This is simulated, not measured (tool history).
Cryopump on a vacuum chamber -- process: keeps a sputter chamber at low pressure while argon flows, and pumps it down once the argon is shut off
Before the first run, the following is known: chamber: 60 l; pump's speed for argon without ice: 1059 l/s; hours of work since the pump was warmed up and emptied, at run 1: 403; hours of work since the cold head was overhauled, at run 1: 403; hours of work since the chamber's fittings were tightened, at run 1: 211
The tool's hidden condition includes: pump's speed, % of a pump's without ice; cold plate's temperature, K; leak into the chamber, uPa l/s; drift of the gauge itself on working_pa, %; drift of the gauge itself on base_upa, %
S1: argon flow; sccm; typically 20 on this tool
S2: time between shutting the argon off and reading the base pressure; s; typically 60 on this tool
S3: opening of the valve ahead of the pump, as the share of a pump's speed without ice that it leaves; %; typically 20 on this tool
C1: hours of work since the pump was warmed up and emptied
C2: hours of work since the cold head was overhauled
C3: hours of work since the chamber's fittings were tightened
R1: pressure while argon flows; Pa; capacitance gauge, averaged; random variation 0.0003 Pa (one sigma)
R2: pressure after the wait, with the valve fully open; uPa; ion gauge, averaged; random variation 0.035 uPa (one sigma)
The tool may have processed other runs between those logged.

run 1 hour=0.0 | S1=20 S2=60 S3=20 | C1=403 C2=403 C3=211 | R1=0.1623 R2=2.21
run 2 hour=29.2 | S1=20 S2=60 S3=20 | C1=420 C2=420 C3=228 | R1=0.1622 R2=2.35
run 3 hour=49.7 | S1=20 S2=60 S3=20 | C1=432 C2=432 C3=240 | R1=0.1625 R2=2.38
run 4 hour=81.9 | S1=36 S2=60 S3=20 | C1=452 C2=452 C3=260 | R1=0.2922 R2=2.37
run 5 hour=104.3 | S1=20 S2=31 S3=20 | C1=465 C2=465 C3=273 | R1=0.1626 R2=3.94
run 6 hour=128.2 | S1=20 S2=60 S3=20 | C1=479 C2=479 C3=287 | R1=0.1627 R2=2.32
run 7 hour=159.3 | S1=20 S2=60 S3=20 | C1=498 C2=498 C3=306 | R1=0.1632 R2=2.38
run 8 hour=188.9 | S1=20 S2=60 S3=20 | C1=516 C2=516 C3=324 | R1=0.1633 R2=2.35
run 9 hour=225.6 | S1=20 S2=60 S3=20 | C1=538 C2=538 C3=346 | R1=0.1632 R2=2.43
run 10 hour=258.3 | S1=20 S2=60 S3=20 | C1=557 C2=557 C3=365 | R1=0.1633 R2=2.43
run 11 hour=274.3 | S1=23 S2=60 S3=20 | C1=567 C2=567 C3=375 | R1=0.1881 R2=2.55
run 12 hour=306.5 | S1=23 S2=60 S3=20 | C1=586 C2=586 C3=394 | R1=0.1875 R2=2.56
run 13 hour=335.3 | S1=20 S2=60 S3=20 | C1=603 C2=603 C3=411 | R1=0.1635 R2=2.56
run 14 hour=363.0 | S1=20 S2=82 S3=20 | C1=620 C2=620 C3=428 | R1=0.1631 R2=2.05
run 15 hour=391.0 | S1=20 S2=82 S3=20 | C1=637 C2=637 C3=444 | R1=0.1636 R2=2.15
run 16 hour=427.4 | S1=26 S2=34 S3=52 | C1=658 C2=658 C3=466 | R1=0.0853 R2=3.98
run 17 hour=447.7 | S1=26 S2=34 S3=52 | C1=670 C2=670 C3=478 | R1=0.0853 R2=3.94
run 18 hour=470.1 | S1=26 S2=263 S3=24 | C1=684 C2=684 C3=492 | R1=0.1781 R2=1.40
run 19 hour=499.8 | S1=33 S2=120 S3=32 | C1=702 C2=702 C3=510 | R1=0.1723 R2=1.89
run 20 hour=529.9 | S1=38 S2=60 S3=33 | C1=720 C2=720 C3=528 | R1=0.1925 R2=2.75
run 21 hour=548.2 | S1=14 S2=281 S3=29 | C1=731 C2=731 C3=539 | R1=0.0802 R2=1.46
run 22 hour=565.2 | S1=14 S2=281 S3=29 | C1=741 C2=741 C3=549 | R1=0.0804 R2=1.50
run 23 hour=594.9 | S1=20 S2=82 S3=39 | C1=758 C2=758 C3=566 | R1=0.0868 R2=2.37
run 24 hour=625.4 | S1=20 S2=180 S3=39 | C1=777 C2=777 C3=585 | R1=0.0869 R2=1.71

Run 25, settings as shown, results not yet in. Your forecast:
run 25 hour=655.9 | S1=20 S2=51 S3=20 | C1=795 C2=795 C3=603 | R1=? R2=?

R1: 0.1651 Pa
R2: 3.20 uPa
Had the tool carried no hidden state, the very same run would have given R1 0.1600 Pa, R2 2.25 uPa.

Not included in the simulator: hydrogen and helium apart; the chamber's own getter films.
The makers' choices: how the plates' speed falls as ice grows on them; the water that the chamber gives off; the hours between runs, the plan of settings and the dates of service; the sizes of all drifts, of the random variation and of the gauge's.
